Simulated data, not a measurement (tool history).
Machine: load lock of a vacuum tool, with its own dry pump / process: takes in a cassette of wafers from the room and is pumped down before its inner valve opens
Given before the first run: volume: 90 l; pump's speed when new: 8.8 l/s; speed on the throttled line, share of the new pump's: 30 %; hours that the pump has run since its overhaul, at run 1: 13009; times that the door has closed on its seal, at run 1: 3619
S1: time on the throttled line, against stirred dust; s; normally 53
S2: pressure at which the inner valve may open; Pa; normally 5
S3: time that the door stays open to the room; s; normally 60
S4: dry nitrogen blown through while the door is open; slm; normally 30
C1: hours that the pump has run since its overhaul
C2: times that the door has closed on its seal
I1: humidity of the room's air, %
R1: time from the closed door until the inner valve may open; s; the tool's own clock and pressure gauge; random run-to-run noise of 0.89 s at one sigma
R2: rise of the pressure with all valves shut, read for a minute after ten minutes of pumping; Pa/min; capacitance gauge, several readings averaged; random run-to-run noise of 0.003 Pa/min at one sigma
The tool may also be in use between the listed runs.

{"run": 1, "hour": 0.0, "S1": 53, "S2": 5, "S3": 60, "S4": 30, "C1": 13009, "C2": 3619, "I1": 47.8, "R1": 150.9, "R2": 0.037}
{"run": 2, "hour": 40.6, "S1": 53, "S2": 5, "S3": 60, "S4": 30, "C1": 13050, "C2": 3684, "I1": 44.5, "R1": 151, "R2": 0.041}
{"run": 3, "hour": 114.4, "S1": 53, "S2": 5, "S3": 60, "S4": 30, "C1": 13124, "C2": 3803, "I1": 47.4, "R1": 151, "R2": 0.041}
{"run": 4, "hour": 205.6, "S1": 53, "S2": 6, "S3": 60, "S4": 30, "C1": 13215, "C2": 3950, "I1": 42.1, "R1": 148.1, "R2": 0.033}
{"run": 5, "hour": 251.0, "S1": 53, "S2": 6, "S3": 60, "S4": 30, "C1": 13260, "C2": 4022, "I1": 42.7, "R1": 150.4, "R2": 0.036}
{"run": 6, "hour": 304.1, "S1": 53, "S2": 5, "S3": 60, "S4": 30, "C1": 13314, "C2": 4108, "I1": 46.7, "R1": 151.5, "R2": 0.043}
{"run": 7, "hour": 403.4, "S1": 53, "S2": 5, "S3": 60, "S4": 30, "C1": 13413, "C2": 4268, "I1": 44.6, "R1": 149.2, "R2": 0.039}
{"run": 8, "hour": 454.8, "S1": 53, "S2": 5, "S3": 60, "S4": 30, "C1": 13464, "C2": 4350, "I1": 43.5, "R1": 152.5, "R2": 0.037}
{"run": 9, "hour": 539.2, "S1": 53, "S2": 5, "S3": 60, "S4": 30, "C1": 13549, "C2": 4486, "I1": 45.4, "R1": 151.8, "R2": 0.04}
{"run": 10, "hour": 589.0, "S1": 53, "S2": 5, "S3": 60, "S4": 30, "C1": 13598, "C2": 4566, "I1": 46.3, "R1": 151.3, "R2": 0.041}
{"run": 11, "hour": 643.7, "S1": 53, "S2": 5, "S3": 60, "S4": 30, "C1": 13653, "C2": 4654, "I1": 46.4, "R1": 151, "R2": 0.042}
{"run": 12, "hour": 723.7, "S1": 53, "S2": 5, "S3": 60, "S4": 30, "C1": 13733, "C2": 4782, "I1": 44.2, "R1": 152.9, "R2": 0.042}
{"run": 13, "hour": 819.8, "S1": 53, "S2": 5, "S3": 60, "S4": 30, "C1": 13829, "C2": 4937, "I1": 43.5, "R1": 150.8, "R2": 0.036}
{"run": 14, "hour": 865.8, "S1": 53, "S2": 5, "S3": 60, "S4": 30, "C1": 13875, "C2": 5011, "I1": 42.2, "R1": 152.4, "R2": 0.041}
{"run": 15, "hour": 958.5, "S1": 53, "S2": 5, "S3": 60, "S4": 4, "C1": 13968, "C2": 5160, "I1": 44.2, "R1": 151.5, "R2": 0.059}
{"run": 16, "hour": 1002.0, "S1": 53, "S2": 5, "S3": 60, "S4": 4, "C1": 14011, "C2": 5230, "I1": 46.6, "R1": 151.8, "R2": 0.061}
{"run": 17, "hour": 1047.5, "S1": 53, "S2": 5, "S3": 60, "S4": 4, "C1": 14057, "C2": 5303, "I1": 46.4, "R1": 151.7, "R2": 0.061}
{"run": 18, "hour": 1110.5, "S1": 53, "S2": 5, "S3": 129, "S4": 30, "C1": 14120, "C2": 5404, "I1": 44.5, "R1": 152.1, "R2": 0.05}
{"run": 19, "hour": 1179.2, "S1": 53, "S2": 5, "S3": 176, "S4": 16, "C1": 14189, "C2": 5515, "I1": 46.1, "R1": 154.1, "R2": 0.079}
{"run": 20, "hour": 1257.3, "S1": 53, "S2": 9, "S3": 206, "S4": 30, "C1": 14267, "C2": 5640, "I1": 45.9, "R1": 143.6, "R2": 0.066}
{"run": 21, "hour": 1306.9, "S1": 53, "S2": 5, "S3": 191, "S4": 14, "C1": 14316, "C2": 5720, "I1": 44.7, "R1": 152.6, "R2": 0.077}
{"run": 22, "hour": 1354.1, "S1": 53, "S2": 5, "S3": 191, "S4": 14, "C1": 14363, "C2": 5796, "I1": 43.1, "R1": 151.7, "R2": 0.073}
{"run": 23, "hour": 1400.3, "S1": 53, "S2": 5, "S3": 191, "S4": 14, "C1": 14410, "C2": 5870, "I1": 47.1, "R1": 149.9, "R2": 0.083}
{"run": 24, "hour": 1443.3, "S1": 29, "S2": 6, "S3": 191, "S4": 14, "C1": 14453, "C2": 5939, "I1": 44.4, "R1": 132.9, "R2": 0.079}
{"run": 25, "hour": 1536.9, "S1": 29, "S2": 6, "S3": 112, "S4": 14, "C1": 14546, "C2": 6090, "I1": 45.4, "R1": 132.8, "R2": 0.066}
{"run": 26, "hour": 1625.1, "S1": 29, "S2": 6, "S3": 112, "S4": 14, "C1": 14634, "C2": 6232, "I1": 42.3, "R1": 134.1, "R2": 0.056}
{"run": 27, "hour": 1707.4, "S1": 29, "S2": 6, "S3": 112, "S4": 14, "C1": 14717, "C2": 6364, "I1": 42.7, "R1": 133.9, "R2": 0.066}
{"hour": 1779.9, "done": "dry pump taken out, an overhauled one fitted"}
{"run": 28, "hour": 1787.9, "S1": 29, "S2": 5, "S3": 67, "S4": 14, "C1": 8, "C2": 6484, "I1": 43.9, "R1": 125, "R2": 0.058}
{"run": 29, "hour": 1864.3, "S1": 29, "S2": 9, "S3": 67, "S4": 14, "C1": 84, "C2": 6607, "I1": 46.6, "R1": 117.3, "R2": 0.06}

5 options for the next run, each taken on its own from the tool as it stands now. Forecast them:
{"run": "A", "hour": 1958.1, "S1": 29, "S2": 9, "S3": 67, "S4": 4, "C1": 178, "C2": 6757, "I1": 48.8, "R1": "?", "R2": "?"}
{"run": "B", "hour": 1958.1, "S1": 36, "S2": 5, "S3": 60, "S4": 30, "C1": 178, "C2": 6757, "I1": 43.4, "R1": "?", "R2": "?"}
{"run": "C", "hour": 1958.1, "S1": 29, "S2": 4, "S3": 43, "S4": 14, "C1": 178, "C2": 6757, "I1": 48.1, "R1": "?", "R2": "?"}
{"run": "D", "hour": 1958.1, "S1": 53, "S2": 10, "S3": 60, "S4": 30, "C1": 178, "C2": 6757, "I1": 45.7, "R1": "?", "R2": "?"}
{"run": "E", "hour": 1958.1, "S1": 70, "S2": 9, "S3": 67, "S4": 14, "C1": 178, "C2": 6757, "I1": 42.6, "R1": "?", "R2": "?"}

run=A R1=117.7 R2=0.068
run=B R1=127.8 R2=0.038
run=C R1=126.3 R2=0.053
run=D R1=132.5 R2=0.042
run=E R1=145.4 R2=0.053
Stripped of hidden state, with their random variation kept, the same runs would have yielded:
run=A R1=117.4 R2=0.053
run=B R1=127.5 R2=0.023
run=C R1=125.8 R2=0.038
run=D R1=132.2 R2=0.027
run=E R1=145 R2=0.038
